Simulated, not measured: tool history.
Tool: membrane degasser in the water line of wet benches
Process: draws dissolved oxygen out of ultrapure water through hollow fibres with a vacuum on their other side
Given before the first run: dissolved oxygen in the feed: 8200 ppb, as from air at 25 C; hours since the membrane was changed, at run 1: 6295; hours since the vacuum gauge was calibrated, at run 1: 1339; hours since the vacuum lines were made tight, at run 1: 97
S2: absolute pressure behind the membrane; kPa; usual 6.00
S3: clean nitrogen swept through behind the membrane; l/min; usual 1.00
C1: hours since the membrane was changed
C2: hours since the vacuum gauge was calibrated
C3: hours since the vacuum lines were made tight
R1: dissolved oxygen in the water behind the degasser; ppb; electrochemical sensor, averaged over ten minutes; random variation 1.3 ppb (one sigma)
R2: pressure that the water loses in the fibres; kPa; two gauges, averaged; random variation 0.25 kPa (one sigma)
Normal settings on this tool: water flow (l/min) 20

{"run": 1, "hour": 0.0, "water flow (l/min)": 20, "S2": 6.0, "S3": 1.0, "C1": 6295, "C2": 1339, "C3": 97, "R1": 124.5, "R2": 68.02}
{"run": 2, "hour": 193.8, "water flow (l/min)": 20, "S2": 6.0, "S3": 0.84, "C1": 6488, "C2": 1533, "C3": 291, "R1": 145.8, "R2": 68.47}
{"run": 3, "hour": 301.3, "water flow (l/min)": 20, "S2": 6.0, "S3": 0.84, "C1": 6596, "C2": 1640, "C3": 399, "R1": 146.1, "R2": 68.67}
{"run": 4, "hour": 477.2, "water flow (l/min)": 20, "S2": 6.0, "S3": 0.84, "C1": 6772, "C2": 1816, "C3": 574, "R1": 148.0, "R2": 69.03}
{"run": 5, "hour": 699.3, "water flow (l/min)": 20, "S2": 6.0, "S3": 1.0, "C1": 6994, "C2": 2038, "C3": 797, "R1": 124.3, "R2": 69.27}
{"run": 6, "hour": 822.5, "water flow (l/min)": 20, "S2": 6.0, "S3": 2.1, "C1": 7117, "C2": 2161, "C3": 920, "R1": 64.8, "R2": 69.09}
{"run": 7, "hour": 926.2, "water flow (l/min)": 20, "S2": 6.0, "S3": 2.1, "C1": 7221, "C2": 2265, "C3": 1023, "R1": 66.2, "R2": 68.67}
{"run": 8, "hour": 1157.8, "water flow (l/min)": 20, "S2": 6.0, "S3": 2.1, "C1": 7452, "C2": 2497, "C3": 1255, "R1": 64.8, "R2": 69.25}
{"run": 9, "hour": 1329.6, "water flow (l/min)": 20, "S2": 6.0, "S3": 2.1, "C1": 7624, "C2": 2668, "C3": 1427, "R1": 65.8, "R2": 69.03}
{"run": 10, "hour": 1546.2, "water flow (l/min)": 20, "S2": 6.0, "S3": 2.1, "C1": 7841, "C2": 2885, "C3": 1643, "R1": 66.2, "R2": 69.39}
{"run": 11, "hour": 1714.4, "water flow (l/min)": 20, "S2": 6.0, "S3": 2.1, "C1": 8009, "C2": 3053, "C3": 1812, "R1": 66.5, "R2": 68.91}
{"run": 12, "hour": 1815.2, "water flow (l/min)": 20, "S2": 11.1, "S3": 1.0, "C1": 8110, "C2": 3154, "C3": 1912, "R1": 343.9, "R2": 69.3}
{"run": 13, "hour": 1978.4, "water flow (l/min)": 20, "S2": 6.0, "S3": 1.0, "C1": 8273, "C2": 3317, "C3": 2076, "R1": 130.3, "R2": 69.55}
{"run": 14, "hour": 2186.9, "water flow (l/min)": 20, "S2": 6.0, "S3": 1.0, "C1": 8481, "C2": 3526, "C3": 2284, "R1": 126.8, "R2": 69.76}
{"run": 15, "hour": 2351.9, "water flow (l/min)": 20, "S2": 6.0, "S3": 1.0, "C1": 8646, "C2": 3691, "C3": 2449, "R1": 127.9, "R2": 69.3}
{"run": 16, "hour": 2452.4, "water flow (l/min)": 20, "S2": 6.0, "S3": 1.0, "C1": 8747, "C2": 3791, "C3": 2550, "R1": 129.5, "R2": 70.09}
{"run": 17, "hour": 2604.5, "water flow (l/min)": 18, "S2": 5.07, "S3": 2.67, "C1": 8899, "C2": 3943, "C3": 2702, "R1": 33.2, "R2": 62.81}
{"run": 18, "hour": 2827.5, "water flow (l/min)": 15, "S2": 4.86, "S3": 1.07, "C1": 9122, "C2": 4166, "C3": 2925, "R1": 55.2, "R2": 52.39}
{"run": 19, "hour": 3055.2, "water flow (l/min)": 27, "S2": 4.86, "S3": 2.0, "C1": 9350, "C2": 4394, "C3": 3152, "R1": 60.7, "R2": 94.77}
{"run": 20, "hour": 3223.8, "water flow (l/min)": 27, "S2": 4.86, "S3": 2.0, "C1": 9518, "C2": 4563, "C3": 3321, "R1": 60.2, "R2": 94.81}
{"run": 21, "hour": 3333.6, "water flow (l/min)": 27, "S2": 4.86, "S3": 2.0, "C1": 9628, "C2": 4672, "C3": 3431, "R1": 60.8, "R2": 94.78}
{"run": 22, "hour": 3535.7, "water flow (l/min)": 21, "S2": 7.88, "S3": 0.77, "C1": 9830, "C2": 4874, "C3": 3633, "R1": 271.2, "R2": 74.01}
{"hour": 3687.0, "done": "gauge calibrated"}
{"run": 23, "hour": 3760.8, "water flow (l/min)": 14, "S2": 11.98, "S3": 2.39, "C1": 10055, "C2": 5100, "C3": 3858, "R1": 125.4, "R2": 48.27}
{"run": 24, "hour": 3880.5, "water flow (l/min)": 12, "S2": 12.1, "S3": 1.76, "C1": 10175, "C2": 5219, "C3": 3978, "R1": 142.0, "R2": 41.44}
{"run": 25, "hour": 3977.6, "water flow (l/min)": 12, "S2": 12.1, "S3": 1.76, "C1": 10272, "C2": 5316, "C3": 4075, "R1": 143.5, "R2": 41.17}
{"run": 26, "hour": 4137.6, "water flow (l/min)": 12, "S2": 12.1, "S3": 1.76, "C1": 10432, "C2": 5476, "C3": 4235, "R1": 142.8, "R2": 41.42}
{"run": 27, "hour": 4248.7, "water flow (l/min)": 13, "S2": 6.96, "S3": 2.24, "C1": 10543, "C2": 5587, "C3": 4346, "R1": 53.4, "R2": 44.65}
{"hour": 4394.8, "done": "vacuum gauge calibrated"}
{"run": 28, "hour": 4417.0, "water flow (l/min)": 24, "S2": 6.0, "S3": 0.46, "C1": 10711, "C2": 22, "C3": 4514, "R1": 279.8, "R2": 82.84}
{"run": 29, "hour": 4547.4, "water flow (l/min)": 24, "S2": 6.0, "S3": 0.46, "C1": 10841, "C2": 153, "C3": 4644, "R1": 270.9, "R2": 82.69}
{"run": 30, "hour": 4777.5, "water flow (l/min)": 18, "S2": 8.28, "S3": 2.31, "C1": 11072, "C2": 383, "C3": 4874, "R1": 96.7, "R2": 62.2}
{"run": 31, "hour": 4965.6, "water flow (l/min)": 18, "S2": 8.28, "S3": 2.31, "C1": 11260, "C2": 571, "C3": 5062, "R1": 96.5, "R2": 62.2}
{"run": 32, "hour": 5173.8, "water flow (l/min)": 18, "S2": 8.28, "S3": 2.31, "C1": 11468, "C2": 779, "C3": 5271, "R1": 96.3, "R2": 61.87}

For some of the steps in R2 from one run to the next: how much would appear even if the tool had no hidden state, given the settings, what came in and random variation, and how much remains for the hidden state plus any gauge scatter that the measured result and the result without hidden state don't share?
What the log doesn't record here: membrane still open, %; true pressure behind the membrane over the reading, kPa; air that leaks in behind the membrane, l/min; drift of the gauge itself on oxygen_ppb, %; drift of the gauge itself on loss_of_pressure_kpa, %.
Run 18 -> 19: water flow (l/min) 15 -> 27, S3 1.07 -> 2.00. R2 +42.38 kPa: hidden state +1.02, all else +41.36.
Run 21 -> 22: water flow (l/min) 27 -> 21, S2 4.86 -> 7.88, S3 2.00 -> 0.77. R2 -20.77 kPa: hidden state -0.39, all else -20.38.
Run 22 -> 23: water flow (l/min) 21 -> 14, S2 7.88 -> 11.98, S3 0.77 -> 2.39, gauge calibrated. R2 -25.74 kPa: hidden state -1.81, all else -23.93.
Run 27 -> 28: water flow (l/min) 13 -> 24, S2 6.96 -> 6.00, S3 2.24 -> 0.46, vacuum gauge calibrated. R2 +38.19 kPa: hidden state +0.29, all else +37.90.

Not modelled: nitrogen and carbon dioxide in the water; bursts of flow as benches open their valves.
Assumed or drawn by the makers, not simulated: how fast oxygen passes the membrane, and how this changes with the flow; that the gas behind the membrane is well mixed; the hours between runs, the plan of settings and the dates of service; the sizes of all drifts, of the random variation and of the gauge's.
